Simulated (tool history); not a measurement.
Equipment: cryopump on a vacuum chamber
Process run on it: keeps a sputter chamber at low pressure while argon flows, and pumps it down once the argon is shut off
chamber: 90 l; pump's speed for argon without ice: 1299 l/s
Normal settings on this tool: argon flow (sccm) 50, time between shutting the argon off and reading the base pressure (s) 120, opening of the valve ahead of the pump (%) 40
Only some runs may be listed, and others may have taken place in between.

run,hour,argon flow (sccm),time between shutting the argon off and reading the base pressure (s),opening of the valve ahead of the pump (%),pressure while argon flows (Pa),pressure after the wait (uPa)
1,0,50,120,40,0.1906,2.62
2,22.4,50,120,40,0.1909,2.76
3,34.1,50,120,40,0.1925,2.76
4,57.5,50,120,40,0.1913,2.67
5,82,50,120,40,0.1921,2.94
6,100.8,37,120,40,0.143,2.97
7,116.7,91,120,40,0.3566,2.96
8,129.6,91,120,40,0.3567,2.98
9,146.4,91,120,40,0.3584,3.05
# hour 161.7: pump warmed up, emptied and cooled again
10,171.3,91,120,40,0.298,2.17
11,194.2,91,120,40,0.2992,2.14
12,213.2,91,120,40,0.2982,2.11
13,229.9,91,27,25,0.4749,3.17
14,246.5,37,23,16,0.3046,3.36
15,271.2,69,51,56,0.1643,2.67
16,293.4,69,51,56,0.1658,2.67
17,308.9,69,51,56,0.1665,2.66
18,327.3,69,51,56,0.1675,2.7
19,341,79,51,26,0.4031,2.68
20,355.7,48,30,48,0.1346,3.15
21,367,48,30,48,0.1358,3.12
22,382,35,40,21,0.2209,2.91
23,404.5,80,40,18,0.5846,2.96

Forecast each of these 5 alternatives for the next run:
A,414.8,51,128,28,?,?
B,414.8,71,120,57,?,?
C,414.8,80,270,18,?,?
D,414.8,38,40,18,?,?
E,414.8,50,167,40,?,?

run,pressure while argon flows (Pa),pressure after the wait (uPa)
A,0.2419,2.49
B,0.172,2.45
C,0.5855,2.28
D,0.2809,2.96
E,0.1697,2.38
What these runs would have given with no unlogged condition in the tool:
run,pressure while argon flows (Pa),pressure after the wait (uPa)
A,0.2349,0.51
B,0.1622,0.5
C,0.5745,0.33
D,0.2756,1.05
E,0.1627,0.42
